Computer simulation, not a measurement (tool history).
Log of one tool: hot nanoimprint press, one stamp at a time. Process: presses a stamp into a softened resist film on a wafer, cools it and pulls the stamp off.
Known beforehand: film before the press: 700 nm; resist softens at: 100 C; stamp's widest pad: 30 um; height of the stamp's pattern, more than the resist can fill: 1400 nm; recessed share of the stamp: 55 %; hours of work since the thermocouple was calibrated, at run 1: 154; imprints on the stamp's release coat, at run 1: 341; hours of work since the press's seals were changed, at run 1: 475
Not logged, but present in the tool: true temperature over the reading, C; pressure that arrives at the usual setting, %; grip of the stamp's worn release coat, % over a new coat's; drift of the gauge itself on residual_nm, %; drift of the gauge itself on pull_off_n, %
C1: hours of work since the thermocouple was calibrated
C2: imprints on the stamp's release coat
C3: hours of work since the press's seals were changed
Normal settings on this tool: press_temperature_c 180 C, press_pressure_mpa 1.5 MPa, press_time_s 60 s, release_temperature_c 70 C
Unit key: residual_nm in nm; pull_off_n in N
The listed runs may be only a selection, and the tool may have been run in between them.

{"run": 1, "hour": 0.0, "press_temperature_c": 180, "press_pressure_mpa": 1.5, "press_time_s": 60, "release_temperature_c": 70, "C1": 154, "C2": 341, "C3": 475, "residual_nm": 353.5, "pull_off_n": 159}
{"run": 2, "hour": 26.4, "press_temperature_c": 180, "press_pressure_mpa": 1.5, "press_time_s": 60, "release_temperature_c": 70, "C1": 172, "C2": 438, "C3": 492, "residual_nm": 351.6, "pull_off_n": 158}
{"run": 3, "hour": 57.0, "press_temperature_c": 180, "press_pressure_mpa": 1.5, "press_time_s": 60, "release_temperature_c": 70, "C1": 192, "C2": 550, "C3": 513, "residual_nm": 352.9, "pull_off_n": 156}
{"run": 4, "hour": 92.1, "press_temperature_c": 180, "press_pressure_mpa": 1.5, "press_time_s": 60, "release_temperature_c": 59, "C1": 215, "C2": 679, "C3": 536, "residual_nm": 353.8, "pull_off_n": 177}
{"run": 5, "hour": 114.6, "press_temperature_c": 180, "press_pressure_mpa": 1.5, "press_time_s": 60, "release_temperature_c": 70, "C1": 230, "C2": 761, "C3": 550, "residual_nm": 355.1, "pull_off_n": 153}
{"run": 6, "hour": 145.8, "press_temperature_c": 180, "press_pressure_mpa": 1.5, "press_time_s": 60, "release_temperature_c": 70, "C1": 250, "C2": 875, "C3": 571, "residual_nm": 356, "pull_off_n": 156}
{"run": 7, "hour": 174.1, "press_temperature_c": 180, "press_pressure_mpa": 1.5, "press_time_s": 60, "release_temperature_c": 70, "C1": 269, "C2": 979, "C3": 590, "residual_nm": 352.6, "pull_off_n": 155}
{"run": 8, "hour": 195.4, "press_temperature_c": 180, "press_pressure_mpa": 1.5, "press_time_s": 60, "release_temperature_c": 70, "C1": 283, "C2": 1057, "C3": 604, "residual_nm": 352.7, "pull_off_n": 161}
{"run": 9, "hour": 227.7, "press_temperature_c": 180, "press_pressure_mpa": 1.5, "press_time_s": 60, "release_temperature_c": 70, "C1": 304, "C2": 1176, "C3": 625, "residual_nm": 351.5, "pull_off_n": 159}
{"run": 10, "hour": 242.2, "press_temperature_c": 180, "press_pressure_mpa": 1.5, "press_time_s": 60, "release_temperature_c": 70, "C1": 313, "C2": 1229, "C3": 634, "residual_nm": 352.2, "pull_off_n": 160}
{"run": 11, "hour": 277.6, "press_temperature_c": 180, "press_pressure_mpa": 1.5, "press_time_s": 96, "release_temperature_c": 70, "C1": 337, "C2": 1358, "C3": 658, "residual_nm": 299.5, "pull_off_n": 159}
{"run": 12, "hour": 312.1, "press_temperature_c": 180, "press_pressure_mpa": 1.5, "press_time_s": 96, "release_temperature_c": 70, "C1": 359, "C2": 1485, "C3": 680, "residual_nm": 298.9, "pull_off_n": 158}
{"run": 13, "hour": 332.9, "press_temperature_c": 180, "press_pressure_mpa": 1.5, "press_time_s": 31, "release_temperature_c": 70, "C1": 373, "C2": 1561, "C3": 694, "residual_nm": 435.7, "pull_off_n": 150}
{"run": 14, "hour": 356.4, "press_temperature_c": 180, "press_pressure_mpa": 1.5, "press_time_s": 31, "release_temperature_c": 70, "C1": 389, "C2": 1647, "C3": 709, "residual_nm": 435.3, "pull_off_n": 156}
{"run": 15, "hour": 389.0, "press_temperature_c": 180, "press_pressure_mpa": 1.5, "press_time_s": 31, "release_temperature_c": 70, "C1": 410, "C2": 1767, "C3": 731, "residual_nm": 433.6, "pull_off_n": 157}
{"run": 16, "hour": 407.8, "press_temperature_c": 180, "press_pressure_mpa": 2.14, "press_time_s": 31, "release_temperature_c": 70, "C1": 422, "C2": 1836, "C3": 743, "residual_nm": 375.8, "pull_off_n": 159}
{"run": 17, "hour": 423.6, "press_temperature_c": 170, "press_pressure_mpa": 2.14, "press_time_s": 31, "release_temperature_c": 68, "C1": 433, "C2": 1893, "C3": 754, "residual_nm": 468.5, "pull_off_n": 155}
{"run": 18, "hour": 439.4, "press_temperature_c": 170, "press_pressure_mpa": 2.14, "press_time_s": 31, "release_temperature_c": 68, "C1": 443, "C2": 1951, "C3": 764, "residual_nm": 469.6, "pull_off_n": 162}
{"run": 19, "hour": 467.2, "press_temperature_c": 170, "press_pressure_mpa": 2.14, "press_time_s": 31, "release_temperature_c": 64, "C1": 461, "C2": 2053, "C3": 782, "residual_nm": 470.6, "pull_off_n": 168}
{"hour": 480.2, "done": "stamp cleaned and given a new release coat"}
{"hour": 488.3, "done": "plate thermocouple calibrated"}
{"run": 20, "hour": 505.0, "press_temperature_c": 170, "press_pressure_mpa": 1.15, "press_time_s": 48, "release_temperature_c": 65, "C1": 11, "C2": 80, "C3": 801, "residual_nm": 518.5, "pull_off_n": 164}
{"run": 21, "hour": 524.8, "press_temperature_c": 178, "press_pressure_mpa": 1.15, "press_time_s": 95, "release_temperature_c": 65, "C1": 24, "C2": 153, "C3": 814, "residual_nm": 360.5, "pull_off_n": 166}
{"run": 22, "hour": 544.5, "press_temperature_c": 182, "press_pressure_mpa": 1.07, "press_time_s": 95, "release_temperature_c": 65, "C1": 37, "C2": 225, "C3": 827, "residual_nm": 336.7, "pull_off_n": 164}
{"run": 23, "hour": 573.6, "press_temperature_c": 182, "press_pressure_mpa": 1.07, "press_time_s": 95, "release_temperature_c": 65, "C1": 56, "C2": 331, "C3": 846, "residual_nm": 337.3, "pull_off_n": 162}
{"run": 24, "hour": 600.2, "press_temperature_c": 180, "press_pressure_mpa": 1.5, "press_time_s": 44, "release_temperature_c": 60, "C1": 74, "C2": 429, "C3": 864, "residual_nm": 392.2, "pull_off_n": 176}
{"run": 25, "hour": 620.0, "press_temperature_c": 180, "press_pressure_mpa": 0.96, "press_time_s": 50, "release_temperature_c": 60, "C1": 87, "C2": 501, "C3": 877, "residual_nm": 448.7, "pull_off_n": 173}
{"run": 26, "hour": 653.8, "press_temperature_c": 180, "press_pressure_mpa": 1.71, "press_time_s": 50, "release_temperature_c": 60, "C1": 109, "C2": 625, "C3": 899, "residual_nm": 355.8, "pull_off_n": 178}
{"run": 27, "hour": 688.2, "press_temperature_c": 180, "press_pressure_mpa": 1.42, "press_time_s": 60, "release_temperature_c": 70, "C1": 131, "C2": 751, "C3": 922, "residual_nm": 362.5, "pull_off_n": 156}
{"run": 28, "hour": 702.9, "press_temperature_c": 180, "press_pressure_mpa": 1.42, "press_time_s": 45, "release_temperature_c": 58, "C1": 141, "C2": 805, "C3": 931, "residual_nm": 397.8, "pull_off_n": 176}
{"run": 29, "hour": 728.5, "press_temperature_c": 180, "press_pressure_mpa": 1.42, "press_time_s": 45, "release_temperature_c": 58, "C1": 158, "C2": 899, "C3": 948, "residual_nm": 397.3, "pull_off_n": 179}

Below are 4 alternative next runs, each starting from the tool's condition after run 29. Predict each:
{"run": "A", "hour": 762.5, "press_temperature_c": 177, "press_pressure_mpa": 1.36, "press_time_s": 45, "release_temperature_c": 70, "C1": 180, "C2": 1023, "C3": 971, "residual_nm": "?", "pull_off_n": "?"}
{"run": "B", "hour": 762.5, "press_temperature_c": 180, "press_pressure_mpa": 1.5, "press_time_s": 60, "release_temperature_c": 64, "C1": 180, "C2": 1023, "C3": 971, "residual_nm": "?", "pull_off_n": "?"}
{"run": "C", "hour": 762.5, "press_temperature_c": 189, "press_pressure_mpa": 1.5, "press_time_s": 60, "release_temperature_c": 70, "C1": 180, "C2": 1023, "C3": 971, "residual_nm": "?", "pull_off_n": "?"}
{"run": "D", "hour": 762.5, "press_temperature_c": 171, "press_pressure_mpa": 1.26, "press_time_s": 101, "release_temperature_c": 58, "C1": 180, "C2": 1023, "C3": 971, "residual_nm": "?", "pull_off_n": "?"}

run=A residual_nm=430.6 pull_off_n=153
run=B residual_nm=354.2 pull_off_n=166
run=C residual_nm=283.6 pull_off_n=155
run=D residual_nm=405 pull_off_n=180
With the hidden condition removed and each run's random variation left untouched, the same runs would have given:
run=A residual_nm=430.3 pull_off_n=152
run=B residual_nm=353.9 pull_off_n=166
run=C residual_nm=283.4 pull_off_n=155
run=D residual_nm=404.8 pull_off_n=180

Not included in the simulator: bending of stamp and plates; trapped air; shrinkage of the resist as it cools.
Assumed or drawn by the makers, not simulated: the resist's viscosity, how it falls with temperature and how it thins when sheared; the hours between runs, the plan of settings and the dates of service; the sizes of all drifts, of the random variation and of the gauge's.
